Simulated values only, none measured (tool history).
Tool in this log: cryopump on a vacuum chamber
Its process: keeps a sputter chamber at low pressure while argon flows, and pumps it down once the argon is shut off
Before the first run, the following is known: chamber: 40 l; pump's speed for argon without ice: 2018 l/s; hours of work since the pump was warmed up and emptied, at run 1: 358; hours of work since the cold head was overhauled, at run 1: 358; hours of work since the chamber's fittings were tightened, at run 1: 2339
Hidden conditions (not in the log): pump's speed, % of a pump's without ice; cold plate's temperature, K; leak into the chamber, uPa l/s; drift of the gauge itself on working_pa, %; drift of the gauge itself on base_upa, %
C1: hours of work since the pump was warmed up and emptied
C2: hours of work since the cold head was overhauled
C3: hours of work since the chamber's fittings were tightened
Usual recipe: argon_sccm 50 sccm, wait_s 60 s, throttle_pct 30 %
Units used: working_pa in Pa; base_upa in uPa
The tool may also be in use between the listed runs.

Run 1, hour 0: usual settings; C1 358; C2 358; C3 2339. Result: working_pa 0.1441 Pa, base_upa 1.89 uPa.
Run 2, hour 74.6: usual settings; C1 424; C2 424; C3 2405. Result: working_pa 0.1467 Pa, base_upa 1.86 uPa.
Run 3, hour 143.5: usual settings; C1 484; C2 484; C3 2465. Result: working_pa 0.1454 Pa, base_upa 1.92 uPa.
Run 4, hour 188.3: usual settings; C1 524; C2 524; C3 2505. Result: working_pa 0.146 Pa, base_upa 2.09 uPa.
Run 5, hour 265.9: usual settings; C1 593; C2 593; C3 2573. Result: working_pa 0.1474 Pa, base_upa 2.01 uPa.
Run 6, hour 330.7: usual settings; C1 650; C2 650; C3 2631. Result: working_pa 0.1496 Pa, base_upa 2.05 uPa.
At hour 397: pump warmed up, emptied and cooled again.
Run 7, hour 434.4: usual settings; C1 33; C2 737; C3 2718. Result: working_pa 0.1405 Pa, base_upa 1.96 uPa.
Run 8, hour 509.9: usual settings; C1 100; C2 803; C3 2784. Result: working_pa 0.1411 Pa, base_upa 1.93 uPa.
Run 9, hour 585.9: usual settings but throttle_pct 32 %; C1 167; C2 871; C3 2852. Result: working_pa 0.1327 Pa, base_upa 2.01 uPa.
Run 10, hour 676.5: usual settings; C1 247; C2 950; C3 2931. Result: working_pa 0.1432 Pa, base_upa 2.07 uPa.
Run 11, hour 728: usual settings; C1 292; C2 996; C3 2977. Result: working_pa 0.1438 Pa, base_upa 2.08 uPa.
Run 12, hour 790.8: usual settings; C1 348; C2 1051; C3 3032. Result: working_pa 0.1439 Pa, base_upa 2.16 uPa.
Run 13, hour 882.3: usual settings but throttle_pct 26 %; C1 428; C2 1132; C3 3113. Result: working_pa 0.1679 Pa, base_upa 2.27 uPa.
Run 14, hour 928.7: usual settings but throttle_pct 26 %; C1 469; C2 1173; C3 3154. Result: working_pa 0.1684 Pa, base_upa 2.26 uPa.
Run 15, hour 975.7: usual settings but throttle_pct 26 %; C1 511; C2 1215; C3 3196. Result: working_pa 0.1691 Pa, base_upa 2.38 uPa.
Run 16, hour 1020.1: usual settings but throttle_pct 26 %; C1 550; C2 1254; C3 3235. Result: working_pa 0.1694 Pa, base_upa 2.28 uPa.
Run 17, hour 1121: usual settings; C1 639; C2 1343; C3 3324. Result: working_pa 0.1501 Pa, base_upa 2.52 uPa.
At hour 1200.5: pump warmed up, emptied and cooled again.
Run 18, hour 1200.5: usual settings but argon_sccm 41 sccm, throttle_pct 26 %; C1 0; C2 1409; C3 3390. Result: working_pa 0.1324 Pa, base_upa 2.12 uPa.
Run 19, hour 1304.4: usual settings but argon_sccm 29 sccm, wait_s 55 s, throttle_pct 26 %; C1 92; C2 1500; C3 3481. Result: working_pa 0.0948 Pa, base_upa 2.28 uPa.
Run 20, hour 1393.6: usual settings but argon_sccm 43 sccm, wait_s 94 s, throttle_pct 29 %; C1 170; C2 1579; C3 3560. Result: working_pa 0.1264 Pa, base_upa 1.94 uPa.
Run 21, hour 1470.5: usual settings but wait_s 67 s, throttle_pct 37 %; C1 238; C2 1647; C3 3628. Result: working_pa 0.1161 Pa, base_upa 2.27 uPa.
Run 22, hour 1537.6: usual settings but argon_sccm 77 sccm, wait_s 111 s, throttle_pct 18 %; C1 298; C2 1706; C3 3687. Result: working_pa 0.3639 Pa, base_upa 1.98 uPa.
Run 23, hour 1619.5: usual settings but argon_sccm 77 sccm, wait_s 111 s, throttle_pct 18 %; C1 370; C2 1778; C3 3759. Result: working_pa 0.3661 Pa, base_upa 2.1 uPa.
At hour 1679.6: leaking fittings of the chamber tightened, without venting.
Run 24, hour 1722.6: usual settings but argon_sccm 77 sccm, wait_s 111 s, throttle_pct 18 %; C1 459; C2 1868; C3 38. Result: working_pa 0.3666 Pa, base_upa 0.66 uPa.
Run 25, hour 1776.5: usual settings but argon_sccm 77 sccm, wait_s 111 s, throttle_pct 18 %; C1 507; C2 1915; C3 86. Result: working_pa 0.3705 Pa, base_upa 0.66 uPa.
Run 26, hour 1868.9: usual settings but argon_sccm 77 sccm, wait_s 111 s, throttle_pct 47 %; C1 588; C2 1997; C3 167. Result: working_pa 0.1494 Pa, base_upa 0.74 uPa.
Run 27, hour 1940.4: usual settings but argon_sccm 28 sccm, wait_s 51 s, throttle_pct 26 %; C1 651; C2 2060; C3 230. Result: working_pa 0.0962 Pa, base_upa 1.28 uPa.
At hour 2003.6: pump warmed up, emptied and cooled again.
Run 28, hour 2007.2: usual settings but argon_sccm 21 sccm, throttle_pct 48 %; C1 3; C2 2114; C3 285. Result: working_pa 0.0374 Pa, base_upa 1.1 uPa.
Run 29, hour 2103.6: usual settings but argon_sccm 23 sccm, throttle_pct 16 %; C1 88; C2 2200; C3 370. Result: working_pa 0.1204 Pa, base_upa 1.13 uPa.
Run 30, hour 2200.5: usual settings but argon_sccm 23 sccm, wait_s 66 s, throttle_pct 36 %; C1 174; C2 2285; C3 455. Result: working_pa 0.0549 Pa, base_upa 1.09 uPa.
Run 31, hour 2292.4: usual settings but argon_sccm 24 sccm, wait_s 262 s, throttle_pct 48 %; C1 255; C2 2366; C3 537. Result: working_pa 0.0446 Pa, base_upa 0.56 uPa.
Run 32, hour 2357.8: usual settings but argon_sccm 59 sccm, wait_s 87 s, throttle_pct 42 %; C1 313; C2 2424; C3 594. Result: working_pa 0.123 Pa, base_upa 0.98 uPa.
Run 33, hour 2443.9: usual settings but argon_sccm 48 sccm, wait_s 138 s, throttle_pct 20 %; C1 389; C2 2500; C3 670. Result: working_pa 0.2053 Pa, base_upa 0.83 uPa.

Alternative continuations, all from the tool just after run 33; predict every row:
Run A, hour 2492.4: usual settings but argon_sccm 26 sccm, wait_s 48 s, throttle_pct 54 %; C1 431; C2 2543; C3 713. Result: working_pa ?, base_upa ?.
Run B, hour 2492.4: usual settings but argon_sccm 92 sccm, wait_s 32 s, throttle_pct 45 %; C1 431; C2 2543; C3 713. Result: working_pa ?, base_upa ?.
Run C, hour 2492.4: usual settings but throttle_pct 41 %; C1 431; C2 2543; C3 713. Result: working_pa ?, base_upa ?.
Run D, hour 2492.4: usual settings but argon_sccm 54 sccm, wait_s 44 s, throttle_pct 19 %; C1 431; C2 2543; C3 713. Result: working_pa ?, base_upa ?.
Run E, hour 2492.4: usual settings but argon_sccm 28 sccm, wait_s 168 s, throttle_pct 25 %; C1 431; C2 2543; C3 713. Result: working_pa ?, base_upa ?.

run  working_pa  base_upa
  A      0.0438       1.5
  B      0.1822      1.97
  C      0.1087      1.32
  D      0.2438       1.6
  E      0.0983      0.74
What these runs would have given with no unlogged condition in the tool:
run  working_pa  base_upa
  A      0.0406       1.2
  B      0.1707      1.68
  C      0.1025      1.02
  D      0.2371      1.29
  E      0.0948      0.43
